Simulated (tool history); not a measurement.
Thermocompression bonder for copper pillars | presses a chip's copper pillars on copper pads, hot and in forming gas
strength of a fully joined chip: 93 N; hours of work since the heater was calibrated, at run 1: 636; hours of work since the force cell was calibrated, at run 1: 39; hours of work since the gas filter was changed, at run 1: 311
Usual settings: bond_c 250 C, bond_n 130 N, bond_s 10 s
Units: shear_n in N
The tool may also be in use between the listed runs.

run     day  bond_c  bond_n  bond_s  hours of work since the heater was calibrated  hours of work since the force cell was calibrated  hours of work since the gas filter was changed  shear_n
  1   0.000     250     130      10                                            636                                                 39                                             311     32.6
  2   0.379     250     148      10                                            643                                                 46                                             318     38.5
  3   0.754     250     148      10                                            650                                                 53                                             325     38.2
  4   1.088     264     130      10                                            656                                                 59                                             331     39.1
  5   1.604     253     130      10                                            665                                                 68                                             340     33.2
  6   2.004     250     108      10                                            673                                                 76                                             348     25.9
  7   2.417     250     108      10                                            680                                                 83                                             355     25.3
  8   2.833     250     108      10                                            688                                                 91                                             363     26.5
  9   3.367     250     108      10                                            697                                                100                                             373     26.0
 10   3.804     250     130      10                                            705                                                108                                             380     32.1
      3.933  -- heater calibrated with a thermocouple chip
 11   4.421     250     130      10                                              9                                                118                                             390     29.4
 12   4.771     250     130      10                                             15                                                124                                             397     28.9
      4.946  -- heater calibrated with a thermocouple chip, once more
 13   5.421     250     130      10                                              9                                                135                                             407     36.1
 14   5.754     250     130      10                                             15                                                141                                             413     35.7
 15   6.146     250     189      10                                             22                                                148                                             420     52.4
 16   6.475     250     130      25                                             28                                                154                                             426     49.7
 17   6.838     250     130      25                                             34                                                160                                             433     49.4
 18   7.258     250     130      25                                             42                                                168                                             440     49.0
 19   7.575     250     130      25                                             48                                                174                                             446     49.5
 20   8.054     245      97      28                                             57                                                182                                             455     35.5
 21   8.383     263     130      11                                             62                                                188                                             461     43.9
 22   8.712     263     130      11                                             68                                                194                                             467     42.3
      9.042  -- forming gas filter changed
 23   9.092     263     130      11                                             75                                                201                                               1     46.4
 24   9.383     224     109       9                                             80                                                206                                               6     18.8
 25   9.658     250     130      15                                             85                                                211                                              11     42.9
 26  10.042     250     130      15                                             92                                                218                                              18     43.4
 27  10.425     250     130      15                                             99                                                225                                              25     42.9
 28  10.992     250     130      15                                            110                                                235                                              35     42.6
 29  11.433     250      91      11                                            118                                                244                                              43     25.4
 30  11.788     259     101      24                                            124                                                250                                              50     44.0
 31  12.396     230      83      18                                            135                                                261                                              61     20.1
 32  12.796     265      96       5                                            142                                                268                                              68     23.3
 33  13.408     267     131      23                                            153                                                279                                              79     58.9
 34  13.712     250     145      10                                            159                                                285                                              85     41.4
 35  14.017     278     140      10                                            165                                                290                                              90     54.4
 36  14.288     265     142       6                                            169                                                295                                              95     41.3
 37  14.788     252     146       6                                            179                                                305                                             104     34.8
 38  15.104     258      80      11                                            184                                                310                                             110     24.0

The same runs without the tool's hidden state, with the same run-to-run variation:
The hidden state here: true temperature of the bond over the reading, C; force that reaches the chip, % of what is set; oxide that the forming gas leaves, % of the face; drift of the gauge itself on shear_n, %.
run  shear_n
  1     37.9
  2     44.3
  3     44.2
  4     45.1
  5     38.8
  6     30.6
  7     30.0
  8     31.3
  9     30.9
 10     38.0
 11     37.7
 12     37.2
 13     37.9
 14     37.6
 15     55.3
 16     52.5
 17     52.3
 18     52.0
 19     52.6
 20     37.8
 21     46.9
 22     45.3
 23     46.4
 24     18.9
 25     43.1
 26     43.7
 27     43.3
 28     43.1
 29     25.7
 30     44.7
 31     20.6
 32     23.8
 33     60.1
 34     42.5
 35     55.6
 36     42.4
 37     35.9
 38     24.8
